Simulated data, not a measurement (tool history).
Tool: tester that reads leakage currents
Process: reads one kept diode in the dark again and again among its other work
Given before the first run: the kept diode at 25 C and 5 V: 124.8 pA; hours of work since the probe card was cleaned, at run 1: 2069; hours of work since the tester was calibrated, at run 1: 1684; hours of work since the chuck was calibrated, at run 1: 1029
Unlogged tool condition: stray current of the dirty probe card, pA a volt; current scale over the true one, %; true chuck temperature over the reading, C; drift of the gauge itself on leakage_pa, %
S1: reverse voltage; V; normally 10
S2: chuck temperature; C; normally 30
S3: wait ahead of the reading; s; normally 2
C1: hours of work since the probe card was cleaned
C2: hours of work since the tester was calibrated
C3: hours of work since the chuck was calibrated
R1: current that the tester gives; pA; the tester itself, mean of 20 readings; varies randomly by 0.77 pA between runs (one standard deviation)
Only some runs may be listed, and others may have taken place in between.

Run 1, hour 0: usual settings; C1 2069; C2 1684; C3 1029. Result: R1 252.49 pA.
Run 2, hour 125.1: usual settings but S3 3.46 s; C1 2120; C2 1736; C3 1081. Result: R1 250.81 pA.
Run 3, hour 329.7: usual settings but S3 3.46 s; C1 2204; C2 1820; C3 1165. Result: R1 251.32 pA.
Run 4, hour 472.6: usual settings; C1 2263; C2 1879; C3 1224. Result: R1 249.99 pA.
Run 5, hour 593.2: usual settings; C1 2313; C2 1929; C3 1274. Result: R1 251.04 pA.
Run 6, hour 816.5: usual settings; C1 2405; C2 2021; C3 1366. Result: R1 250.31 pA.
Run 7, hour 942.6: usual settings; C1 2457; C2 2073; C3 1418. Result: R1 250.23 pA.
Run 8, hour 1160.8: usual settings; C1 2547; C2 2162; C3 1508. Result: R1 248.31 pA.
At hour 1193.6: probe card cleaned and baked.
Run 9, hour 1399.5: usual settings; C1 85; C2 2260; C3 1605. Result: R1 236.7 pA.
Run 10, hour 1499.3: usual settings but S3 3.63 s; C1 126; C2 2301; C3 1646. Result: R1 236.1 pA.
Run 11, hour 1598.5: usual settings but S1 3.4 V; C1 167; C2 2342; C3 1687. Result: R1 137.57 pA.
Run 12, hour 1749.7: usual settings; C1 229; C2 2404; C3 1749. Result: R1 237.68 pA.
Run 13, hour 1913.2: usual settings; C1 297; C2 2471; C3 1816. Result: R1 236.23 pA.
Run 14, hour 2126.8: usual settings but S3 0.96 s; C1 385; C2 2559; C3 1905. Result: R1 234.66 pA.
Run 15, hour 2322.9: usual settings; C1 465; C2 2640; C3 1985. Result: R1 234.63 pA.
At hour 2410.1: chuck's temperature calibrated.
Run 16, hour 2558: usual settings; C1 561; C2 2736; C3 61. Result: R1 258.11 pA.
Run 17, hour 2776.5: usual settings; C1 652; C2 2826; C3 151. Result: R1 256.1 pA.
Run 18, hour 2962.9: usual settings; C1 728; C2 2903; C3 228. Result: R1 255.58 pA.
Run 19, hour 3088.6: usual settings but S1 1.6 V; C1 780; C2 2955; C3 280. Result: R1 102.14 pA.
Run 20, hour 3295.9: usual settings but S3 1.42 s; C1 866; C2 3040; C3 365. Result: R1 257.47 pA.
Run 21, hour 3494.8: usual settings but S2 39 C, S3 1.02 s; C1 948; C2 3122; C3 447. Result: R1 481.36 pA.
Run 22, hour 3640.7: usual settings but S1 11.7 V, S2 39 C, S3 1.02 s; C1 1008; C2 3182; C3 507. Result: R1 518.63 pA.
Run 23, hour 3881.1: usual settings but S1 3.6 V, S2 40 C, S3 1.02 s; C1 1107; C2 3281; C3 606. Result: R1 305.74 pA.
Run 24, hour 4035.4: usual settings but S2 37 C; C1 1170; C2 3345; C3 670. Result: R1 414.33 pA.
Run 25, hour 4239.2: usual settings but S2 37 C; C1 1254; C2 3429; C3 754. Result: R1 412.67 pA.
Run 26, hour 4362: usual settings but S1 1.5 V, S2 37 C, S3 0.31 s; C1 1305; C2 3480; C3 804. Result: R1 159.31 pA.
Run 27, hour 4603: usual settings but S1 1.5 V, S2 55 C, S3 1.01 s; C1 1404; C2 3579; C3 904. Result: R1 517.03 pA.
Run 28, hour 4834.9: usual settings but S1 1.9 V, S3 3.93 s; C1 1500; C2 3675; C3 999. Result: R1 108.06 pA.
Run 29, hour 4936.9: usual settings but S1 10.5 V, S2 46 C, S3 0.47 s; C1 1542; C2 3717; C3 1041. Result: R1 777.31 pA.
Run 30, hour 5036.6: usual settings but S1 3 V, S2 46 C, S3 1.24 s; C1 1583; C2 3758; C3 1082. Result: R1 408.28 pA.
Run 31, hour 5197.2: usual settings but S1 3 V, S2 46 C, S3 1.24 s; C1 1649; C2 3824; C3 1149. Result: R1 409.18 pA.
Run 32, hour 5335.2: usual settings but S1 9.3 V, S2 33 C; C1 1706; C2 3881; C3 1205. Result: R1 297.81 pA.
Run 33, hour 5535.4: usual settings but S1 9.3 V, S2 41 C; C1 1789; C2 3963; C3 1288. Result: R1 514.74 pA.
Run 34, hour 5676.8: usual settings but S1 9.4 V, S3 0.49 s; C1 1847; C2 4022; C3 1346. Result: R1 243.54 pA.
Run 35, hour 5800.9: usual settings but S2 42 C, S3 0.38 s; C1 1898; C2 4073; C3 1397. Result: R1 571.83 pA.
Run 36, hour 5946.1: usual settings but S2 35 C, S3 8.33 s; C1 1958; C2 4133; C3 1457. Result: R1 350.39 pA.
Run 37, hour 6137.9: usual settings but S2 35 C, S3 8.33 s; C1 2037; C2 4212; C3 1536. Result: R1 351.22 pA.
Run 38, hour 6304.5: usual settings but S2 35 C, S3 8.33 s; C1 2105; C2 4280; C3 1605. Result: R1 349.5 pA.
Run 39, hour 6442.4: usual settings but S2 35 C, S3 8.33 s; C1 2162; C2 4337; C3 1662. Result: R1 348.97 pA.

Forecast run 40:
Run 40, hour 6640.9: usual settings but S2 35 C, S3 8.33 s; C1 2244; C2 4419; C3 1744. Result: R1 ?.

R1: 347.8 pA
Minus the tool's unlogged condition, the same run would have read R1 366.17 pA.
